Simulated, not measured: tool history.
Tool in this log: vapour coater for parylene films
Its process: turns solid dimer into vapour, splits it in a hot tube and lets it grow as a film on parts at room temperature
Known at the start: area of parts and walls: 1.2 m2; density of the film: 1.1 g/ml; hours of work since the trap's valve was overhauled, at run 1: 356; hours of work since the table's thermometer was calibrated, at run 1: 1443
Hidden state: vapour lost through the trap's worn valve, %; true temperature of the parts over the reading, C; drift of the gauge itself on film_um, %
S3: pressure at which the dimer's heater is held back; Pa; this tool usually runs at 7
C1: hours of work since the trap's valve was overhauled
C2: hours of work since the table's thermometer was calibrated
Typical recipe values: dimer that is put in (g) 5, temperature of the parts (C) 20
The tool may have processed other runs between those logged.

run 1 hour=0 | dimer_that_is_put_in_(g)=5 temperature_of_the_parts_(C)=20 S3=7 | C1=356 C2=1443 | thickness_of_the_film_(um)=1.41
run 2 hour=32.3 | dimer_that_is_put_in_(g)=5 temperature_of_the_parts_(C)=20 S3=7 | C1=376 C2=1463 | thickness_of_the_film_(um)=1.45
run 3 hour=84.6 | dimer_that_is_put_in_(g)=5 temperature_of_the_parts_(C)=20 S3=7 | C1=409 C2=1495 | thickness_of_the_film_(um)=1.41
run 4 hour=134.9 | dimer_that_is_put_in_(g)=5 temperature_of_the_parts_(C)=20 S3=7 | C1=440 C2=1526 | thickness_of_the_film_(um)=1.4
run 5 hour=186.9 | dimer_that_is_put_in_(g)=5 temperature_of_the_parts_(C)=20 S3=7 | C1=472 C2=1558 | thickness_of_the_film_(um)=1.39
run 6 hour=238 | dimer_that_is_put_in_(g)=5 temperature_of_the_parts_(C)=20 S3=7 | C1=503 C2=1590 | thickness_of_the_film_(um)=1.4
run 7 hour=278.4 | dimer_that_is_put_in_(g)=5 temperature_of_the_parts_(C)=20 S3=7 | C1=528 C2=1615 | thickness_of_the_film_(um)=1.38
run 8 hour=346.3 | dimer_that_is_put_in_(g)=5 temperature_of_the_parts_(C)=20 S3=7 | C1=570 C2=1657 | thickness_of_the_film_(um)=1.38
run 9 hour=419.2 | dimer_that_is_put_in_(g)=3 temperature_of_the_parts_(C)=20 S3=7 | C1=615 C2=1702 | thickness_of_the_film_(um)=0.8
run 10 hour=456.5 | dimer_that_is_put_in_(g)=3 temperature_of_the_parts_(C)=20 S3=7 | C1=638 C2=1725 | thickness_of_the_film_(um)=0.8
-- hour=472.7 table's thermometer calibrated
run 11 hour=502 | dimer_that_is_put_in_(g)=5 temperature_of_the_parts_(C)=20 S3=3.32 | C1=665 C2=18 | thickness_of_the_film_(um)=1.54
-- hour=530 trap's valve overhauled
run 12 hour=537.8 | dimer_that_is_put_in_(g)=5 temperature_of_the_parts_(C)=20 S3=2.13 | C1=5 C2=38 | thickness_of_the_film_(um)=1.88
run 13 hour=610 | dimer_that_is_put_in_(g)=5 temperature_of_the_parts_(C)=20 S3=7 | C1=49 C2=82 | thickness_of_the_film_(um)=1.44
run 14 hour=644.2 | dimer_that_is_put_in_(g)=5 temperature_of_the_parts_(C)=20 S3=7.24 | C1=70 C2=103 | thickness_of_the_film_(um)=1.45
run 15 hour=710.1 | dimer_that_is_put_in_(g)=5 temperature_of_the_parts_(C)=20 S3=7.24 | C1=111 C2=144 | thickness_of_the_film_(um)=1.43
run 16 hour=757 | dimer_that_is_put_in_(g)=2 temperature_of_the_parts_(C)=13 S3=7.09 | C1=140 C2=173 | thickness_of_the_film_(um)=0.74
run 17 hour=789.3 | dimer_that_is_put_in_(g)=2 temperature_of_the_parts_(C)=13 S3=7.09 | C1=160 C2=193 | thickness_of_the_film_(um)=0.73
-- hour=800 table's thermometer calibrated, once more
run 18 hour=845.7 | dimer_that_is_put_in_(g)=5 temperature_of_the_parts_(C)=18 S3=3.05 | C1=194 C2=28 | thickness_of_the_film_(um)=1.99
run 19 hour=897.4 | dimer_that_is_put_in_(g)=5 temperature_of_the_parts_(C)=24 S3=5.23 | C1=226 C2=60 | thickness_of_the_film_(um)=1.41
run 20 hour=966.7 | dimer_that_is_put_in_(g)=7 temperature_of_the_parts_(C)=14 S3=5.23 | C1=269 C2=103 | thickness_of_the_film_(um)=2.83
run 21 hour=996.4 | dimer_that_is_put_in_(g)=7 temperature_of_the_parts_(C)=14 S3=5.23 | C1=287 C2=121 | thickness_of_the_film_(um)=2.8
run 22 hour=1039.7 | dimer_that_is_put_in_(g)=2 temperature_of_the_parts_(C)=20 S3=3.56 | C1=314 C2=148 | thickness_of_the_film_(um)=0.68
run 23 hour=1104.2 | dimer_that_is_put_in_(g)=2 temperature_of_the_parts_(C)=14 S3=6.71 | C1=354 C2=188 | thickness_of_the_film_(um)=0.74
run 24 hour=1147.1 | dimer_that_is_put_in_(g)=5 temperature_of_the_parts_(C)=20 S3=2.69 | C1=380 C2=214 | thickness_of_the_film_(um)=1.77
run 25 hour=1218.3 | dimer_that_is_put_in_(g)=3 temperature_of_the_parts_(C)=24 S3=7 | C1=424 C2=258 | thickness_of_the_film_(um)=0.79
run 26 hour=1270.6 | dimer_that_is_put_in_(g)=3 temperature_of_the_parts_(C)=24 S3=7 | C1=456 C2=290 | thickness_of_the_film_(um)=0.75

Here are 3 independent what-if runs from the current tool condition. What would each one return?
run A hour=1300.6 | dimer_that_is_put_in_(g)=5 temperature_of_the_parts_(C)=28 S3=2.7 | C1=475 C2=309 | thickness_of_the_film_(um)=?
run B hour=1300.6 | dimer_that_is_put_in_(g)=2 temperature_of_the_parts_(C)=27 S3=9.52 | C1=475 C2=309 | thickness_of_the_film_(um)=?
run C hour=1300.6 | dimer_that_is_put_in_(g)=3 temperature_of_the_parts_(C)=18 S3=6.71 | C1=475 C2=309 | thickness_of_the_film_(um)=?

run=A thickness_of_the_film_(um)=1.34
run=B thickness_of_the_film_(um)=0.44
run=C thickness_of_the_film_(um)=0.92
Had the tool no hidden state, the same runs would have come out as:
run=A thickness_of_the_film_(um)=1.48
run=B thickness_of_the_film_(um)=0.48
run=C thickness_of_the_film_(um)=1.02

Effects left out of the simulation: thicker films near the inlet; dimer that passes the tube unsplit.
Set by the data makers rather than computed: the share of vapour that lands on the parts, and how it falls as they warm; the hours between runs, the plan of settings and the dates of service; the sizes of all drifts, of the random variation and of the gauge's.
